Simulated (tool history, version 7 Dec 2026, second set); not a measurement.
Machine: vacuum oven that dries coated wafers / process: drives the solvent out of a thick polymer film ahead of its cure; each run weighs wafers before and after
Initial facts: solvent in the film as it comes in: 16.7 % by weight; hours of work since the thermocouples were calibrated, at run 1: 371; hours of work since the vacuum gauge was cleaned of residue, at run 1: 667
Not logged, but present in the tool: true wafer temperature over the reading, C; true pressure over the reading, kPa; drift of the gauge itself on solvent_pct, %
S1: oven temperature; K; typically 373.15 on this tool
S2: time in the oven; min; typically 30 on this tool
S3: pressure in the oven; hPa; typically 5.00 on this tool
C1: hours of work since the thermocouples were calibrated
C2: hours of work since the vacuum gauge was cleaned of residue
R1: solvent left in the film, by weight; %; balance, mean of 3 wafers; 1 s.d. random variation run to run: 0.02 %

run,hour,S1,S2,S3,C1,C2,R1
1,0.0,373.15,30,5.00,371,667,1.04
2,8.1,373.15,30,5.00,375,672,0.97
3,19.4,373.15,30,3.64,381,677,0.98
4,34.5,373.15,30,3.64,389,685,0.97
5,52.1,373.15,30,3.64,399,695,0.93
6,62.4,373.15,30,3.64,404,700,0.95
7,74.0,373.15,51,3.64,410,706,0.28
8,83.5,374.15,51,3.64,415,711,0.27
9,102.1,374.15,51,3.64,425,721,0.26
10,113.9,373.15,30,5.00,431,727,1.00
11,130.8,373.15,30,5.00,440,736,1.01
12,146.7,373.15,30,10.34,449,745,1.23
13,161.3,367.15,30,10.34,456,752,2.18
14,172.4,367.15,30,10.34,462,758,2.14
15,181.9,373.15,30,4.71,467,763,0.96
16,195.1,373.15,30,5.00,474,770,0.99
17,209.3,373.15,30,5.00,482,778,0.98
18,219.9,363.15,30,5.00,487,783,2.74
19,228.7,363.15,30,5.00,492,788,2.70
20,239.5,373.15,30,5.00,498,794,1.00
21,247.8,373.15,53,5.00,502,798,0.30
22,263.8,373.15,53,5.00,510,807,0.35
23,279.6,373.15,53,5.00,519,815,0.32
24,291.1,371.15,30,7.09,525,821,1.32
25,299.3,385.15,32,3.25,529,825,0.18
26,310.5,368.15,53,16.75,535,831,1.10
27,322.2,368.15,53,16.75,541,837,1.11
28,339.2,358.15,30,18.88,550,846,4.72
29,353.7,383.15,49,18.88,558,854,0.58
30,366.3,379.15,30,15.27,565,861,0.83
31,384.9,379.15,33,15.27,574,871,0.69
32,393.6,374.15,31,3.93,579,875,0.75
33,412.0,358.15,19,4.54,589,885,6.09
34,428.6,358.15,19,4.54,598,894,6.09
35,442.5,373.15,30,2.56,605,901,0.86
36,454.8,373.15,36,2.84,611,908,0.55
37,463.4,381.15,35,15.06,616,912,0.56
38,474.0,376.15,43,5.00,622,918,0.31
39,488.9,376.15,43,5.00,629,926,0.31
40,500.2,376.15,43,5.00,635,932,0.32
41,515.9,382.15,37,5.00,644,940,0.22
42,525.3,378.15,30,13.52,649,945,0.82
43,541.7,378.15,30,13.52,657,953,0.78
44,560.4,379.15,35,2.62,667,963,0.28
45,572.3,365.15,45,4.65,673,970,1.04
46,582.3,376.15,24,9.85,679,975,1.28

Forecast each of these 3 alternatives for the next run:
A,596.8,381.15,24,7.79,686,983,?
B,596.8,361.15,30,7.74,686,983,?
C,596.8,368.15,25,6.55,686,983,?

run,R1
A,0.70
B,3.27
C,2.35
The same runs, with their run-to-run variation unchanged, on a tool lacking any hidden condition would have given:
run,R1
A,0.81
B,3.63
C,2.65
